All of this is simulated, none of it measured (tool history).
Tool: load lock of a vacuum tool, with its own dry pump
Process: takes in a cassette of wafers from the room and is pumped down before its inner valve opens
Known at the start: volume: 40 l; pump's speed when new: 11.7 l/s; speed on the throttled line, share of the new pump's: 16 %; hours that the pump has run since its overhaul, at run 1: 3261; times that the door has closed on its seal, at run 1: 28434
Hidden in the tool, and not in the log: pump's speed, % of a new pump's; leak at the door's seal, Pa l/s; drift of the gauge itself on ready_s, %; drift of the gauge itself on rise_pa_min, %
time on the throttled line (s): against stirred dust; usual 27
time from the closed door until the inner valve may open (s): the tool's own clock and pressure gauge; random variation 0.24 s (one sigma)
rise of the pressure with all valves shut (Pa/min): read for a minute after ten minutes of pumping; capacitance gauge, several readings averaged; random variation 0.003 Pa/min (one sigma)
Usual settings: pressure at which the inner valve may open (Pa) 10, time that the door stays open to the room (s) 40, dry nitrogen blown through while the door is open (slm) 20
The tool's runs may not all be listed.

| run | hour | time on the throttled line (s) | pressure at which the inner valve may open (Pa) | time that the door stays open to the room (s) | dry nitrogen blown through while the door is open (slm) | hours that the pump has run since its overhaul | times that the door has closed on its seal | incoming humidity of the room's air, % | time from the closed door until the inner valve may open (s) | rise of the pressure with all valves shut (Pa/min) |
|---|---|---|---|---|---|---|---|---|---|---|
| 1 | 0 | 27 | 10 | 40 | 20 | 3261 | 28434 | 43 | 55.1 | 0.102 |
| 2 | 61.5 | 27 | 10 | 40 | 20 | 3322 | 28727 | 44.5 | 54.7 | 0.113 |
| 3 | 153.6 | 27 | 10 | 40 | 10 | 3414 | 29165 | 43.8 | 55.1 | 0.117 |
| 4 | 248.7 | 27 | 10 | 40 | 10 | 3509 | 29619 | 42.7 | 55.2 | 0.118 |
| 5 | 327.6 | 27 | 10 | 40 | 10 | 3588 | 29994 | 44 | 55.5 | 0.126 |
| 6 | 412.2 | 27 | 10 | 40 | 10 | 3673 | 30398 | 46.3 | 55.5 | 0.12 |
| 7 | 509.3 | 27 | 10 | 32 | 20 | 3770 | 30860 | 46.9 | 55.4 | 0.122 |
| 8 | 599.4 | 27 | 10 | 32 | 20 | 3860 | 31290 | 42.9 | 54.9 | 0.116 |
| 9 | 665.2 | 27 | 10 | 40 | 20 | 3926 | 31603 | 44.2 | 55.6 | 0.12 |
| 10 | 805.7 | 27 | 10 | 40 | 20 | 4066 | 32273 | 44.6 | 55.1 | 0.132 |
| 11 | 940.7 | 27 | 8 | 40 | 20 | 4201 | 32916 | 44.2 | 55.8 | 0.133 |
| 12 | 1053.8 | 27 | 11 | 40 | 20 | 4314 | 33455 | 43.4 | 55.2 | 0.135 |
| 13 | 1189.5 | 27 | 9 | 40 | 20 | 4450 | 34102 | 44 | 55.7 | 0.139 |
| 14 | 1294.3 | 27 | 9 | 40 | 20 | 4555 | 34601 | 42.5 | 55.9 | 0.138 |
| 15 | 1393.9 | 20 | 10 | 55 | 20 | 4655 | 35076 | 46.7 | 49.7 | 0.139 |
| 16 | 1494.8 | 20 | 10 | 55 | 20 | 4755 | 35556 | 46.8 | 49.7 | 0.146 |
| 17 | 1599.3 | 42 | 10 | 153 | 20 | 4860 | 36054 | 43.5 | 67.7 | 0.164 |
| 18 | 1662 | 42 | 10 | 153 | 20 | 4923 | 36353 | 40.8 | 67.9 | 0.168 |
| 19 | 1798.3 | 42 | 10 | 153 | 20 | 5059 | 37003 | 42.5 | 68.2 | 0.169 |
| 20 | 1880.7 | 27 | 10 | 40 | 6 | 5141 | 37395 | 48.1 | 55.8 | 0.163 |
| 21 | 1988.5 | 27 | 10 | 40 | 6 | 5249 | 37909 | 42.1 | 55.4 | 0.173 |
| 22 | 2050.7 | 27 | 10 | 40 | 6 | 5311 | 38205 | 46.6 | 55 | 0.168 |
| 23 | 2158.5 | 40 | 14 | 86 | 4 | 5419 | 38719 | 45.4 | 64.9 | 0.19 |
| 24 | 2241.6 | 33 | 12 | 42 | 11 | 5502 | 39115 | 43.9 | 60.3 | 0.167 |
| 25 | 2357.5 | 25 | 12 | 45 | 11 | 5618 | 39667 | 45.3 | 53.3 | 0.174 |

Forecast each of these 3 alternatives for the next run:
| A | 2488.1 | 27 | 10 | 81 | 20 | 5749 | 40289 | 44.3 | ? | ? |
| B | 2488.1 | 27 | 19 | 44 | 20 | 5749 | 40289 | 45 | ? | ? |
| C | 2488.1 | 27 | 10 | 40 | 34 | 5749 | 40289 | 45.6 | ? | ? |

| run | time from the closed door until the inner valve may open (s) | rise of the pressure with all valves shut (Pa/min) |
|---|---|---|
| A | 55.2 | 0.182 |
| B | 53 | 0.17 |
| C | 55.5 | 0.168 |
Without the tool's hidden state the same runs would have given:
| run | time from the closed door until the inner valve may open (s) | rise of the pressure with all valves shut (Pa/min) |
|---|---|---|
| A | 53.9 | 0.036 |
| B | 51.9 | 0.024 |
| C | 54.2 | 0.023 |

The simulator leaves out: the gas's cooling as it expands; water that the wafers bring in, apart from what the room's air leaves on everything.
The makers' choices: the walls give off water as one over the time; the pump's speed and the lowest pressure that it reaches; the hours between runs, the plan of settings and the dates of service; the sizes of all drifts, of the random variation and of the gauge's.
